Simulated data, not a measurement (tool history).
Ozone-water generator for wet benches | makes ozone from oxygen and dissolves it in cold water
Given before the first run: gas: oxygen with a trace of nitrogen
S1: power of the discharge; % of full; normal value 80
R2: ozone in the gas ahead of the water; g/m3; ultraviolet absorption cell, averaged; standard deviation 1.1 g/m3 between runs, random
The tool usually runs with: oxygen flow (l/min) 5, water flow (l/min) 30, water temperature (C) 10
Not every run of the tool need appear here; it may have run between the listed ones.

Run 1, day 0: usual settings. Result: dissolved ozone (ppm) 14.9, R2 182.3 g/m3.
Run 2, day 2.775: usual settings but water temperature (C) 9. Result: dissolved ozone (ppm) 15.1, R2 180.8 g/m3.
Run 3, day 5.071: usual settings but water temperature (C) 9. Result: dissolved ozone (ppm) 15.3, R2 180.2 g/m3.
Run 4, day 7.938: usual settings. Result: dissolved ozone (ppm) 14.9, R2 179.3 g/m3.
Run 5, day 10.283: usual settings. Result: dissolved ozone (ppm) 15.2, R2 178.3 g/m3.
Run 6, day 14.112: usual settings but oxygen flow (l/min) 3.74. Result: dissolved ozone (ppm) 13.5, R2 207.9 g/m3.
Run 7, day 17.154: usual settings. Result: dissolved ozone (ppm) 14.8, R2 179.2 g/m3.
Run 8, day 19.217: usual settings but oxygen flow (l/min) 4.49. Result: dissolved ozone (ppm) 14.4, R2 189.8 g/m3.
Run 9, day 21.083: usual settings but oxygen flow (l/min) 4.49. Result: dissolved ozone (ppm) 14.5, R2 189 g/m3.
Run 10, day 24.192: usual settings but oxygen flow (l/min) 4.49. Result: dissolved ozone (ppm) 14.4, R2 189.2 g/m3.
Run 11, day 27.662: usual settings but oxygen flow (l/min) 4.49. Result: dissolved ozone (ppm) 14.3, R2 187.8 g/m3.
Run 12, day 31: usual settings but oxygen flow (l/min) 4.49. Result: dissolved ozone (ppm) 14.4, R2 186.9 g/m3.
Run 13, day 33.662: usual settings. Result: dissolved ozone (ppm) 14.8, R2 176.5 g/m3.
Run 14, day 36.558: usual settings but oxygen flow (l/min) 8.21. Result: dissolved ozone (ppm) 15.9, R2 138.1 g/m3.
Run 15, day 39.462: usual settings but oxygen flow (l/min) 8.21. Result: dissolved ozone (ppm) 16.1, R2 137.4 g/m3.
Run 16, day 41.471: usual settings but oxygen flow (l/min) 8.21. Result: dissolved ozone (ppm) 15.8, R2 136.5 g/m3.
Run 17, day 44.625: usual settings. Result: dissolved ozone (ppm) 14.5, R2 176 g/m3.
At day 45.296: contactor cleaned.
Run 18, day 47.192: usual settings. Result: dissolved ozone (ppm) 14.9, R2 177.3 g/m3.
Run 19, day 50.338: usual settings but S1 99 % of full, oxygen flow (l/min) 7.67, water flow (l/min) 37, water temperature (C) 11. Result: dissolved ozone (ppm) 14.8, R2 160.5 g/m3.
Run 20, day 53.729: usual settings but S1 70 % of full, oxygen flow (l/min) 4.86, water temperature (C) 12. Result: dissolved ozone (ppm) 13.1, R2 166.5 g/m3.
Run 21, day 57.688: usual settings but S1 92 % of full, water flow (l/min) 20, water temperature (C) 8. Result: dissolved ozone (ppm) 23.3, R2 189.3 g/m3.
Run 22, day 61.696: usual settings but S1 82 % of full. Result: dissolved ozone (ppm) 14.9, R2 177.2 g/m3.
Run 23, day 63.862: usual settings but S1 82 % of full. Result: dissolved ozone (ppm) 15, R2 176.3 g/m3.
Run 24, day 67.271: usual settings but S1 82 % of full, oxygen flow (l/min) 4.37, water flow (l/min) 18. Result: dissolved ozone (ppm) 22.8, R2 189.7 g/m3.
Run 25, day 70.008: usual settings but S1 82 % of full, oxygen flow (l/min) 4.37, water flow (l/min) 18. Result: dissolved ozone (ppm) 22.6, R2 188.8 g/m3.
Run 26, day 73.862: usual settings but S1 41 % of full, water flow (l/min) 48. Result: dissolved ozone (ppm) 6.2, R2 121.5 g/m3.
Run 27, day 77.388: usual settings but S1 41 % of full, water flow (l/min) 48. Result: dissolved ozone (ppm) 6.3, R2 123.2 g/m3.
Run 28, day 79.708: usual settings but oxygen flow (l/min) 8.15. Result: dissolved ozone (ppm) 15.7, R2 135.3 g/m3.
Run 29, day 81.488: usual settings but S1 75 % of full, oxygen flow (l/min) 4.19. Result: dissolved ozone (ppm) 13.3, R2 184.4 g/m3.
Run 30, day 83.521: usual settings but S1 75 % of full, oxygen flow (l/min) 3.33. Result: dissolved ozone (ppm) 12.9, R2 204.5 g/m3.
Run 31, day 87.742: usual settings but S1 53 % of full, oxygen flow (l/min) 4.47. Result: dissolved ozone (ppm) 11.1, R2 145.2 g/m3.
Run 32, day 91.508: usual settings but S1 53 % of full, oxygen flow (l/min) 4.47. Result: dissolved ozone (ppm) 11.3, R2 145.1 g/m3.
Run 33, day 94.592: usual settings but S1 53 % of full, oxygen flow (l/min) 4.47. Result: dissolved ozone (ppm) 11, R2 145.3 g/m3.

Pick out some run-to-run changes in dissolved ozone (ppm). Of each, how much would a tool without hidden state show as well, from the settings, what came in and chance, and how much is left for the hidden state and any gauge scatter not in both results compared?
The hidden state here: yield of the discharge, % of new electrodes'; contactor's efficiency, % of a clean one's; true water temperature over the reading, C; drift of the gauge itself on ozone_ppm, %; drift of the gauge itself on gas_g_m3, %.
Run 20 -> 21: S1 70 -> 92, oxygen flow (l/min) 4.86 -> 5, water flow (l/min) 30 -> 20, water temperature (C) 12 -> 8. dissolved ozone (ppm) +10.2: hidden state -1, all else +11.2.
Run 25 -> 26: S1 82 -> 41, oxygen flow (l/min) 4.37 -> 5, water flow (l/min) 18 -> 48. dissolved ozone (ppm) -16.4: hidden state +1.8, all else -18.2.
Run 27 -> 28: S1 41 -> 80, oxygen flow (l/min) 5 -> 8.15, water flow (l/min) 48 -> 30. dissolved ozone (ppm) +9.4: hidden state -1.2, all else +10.6.
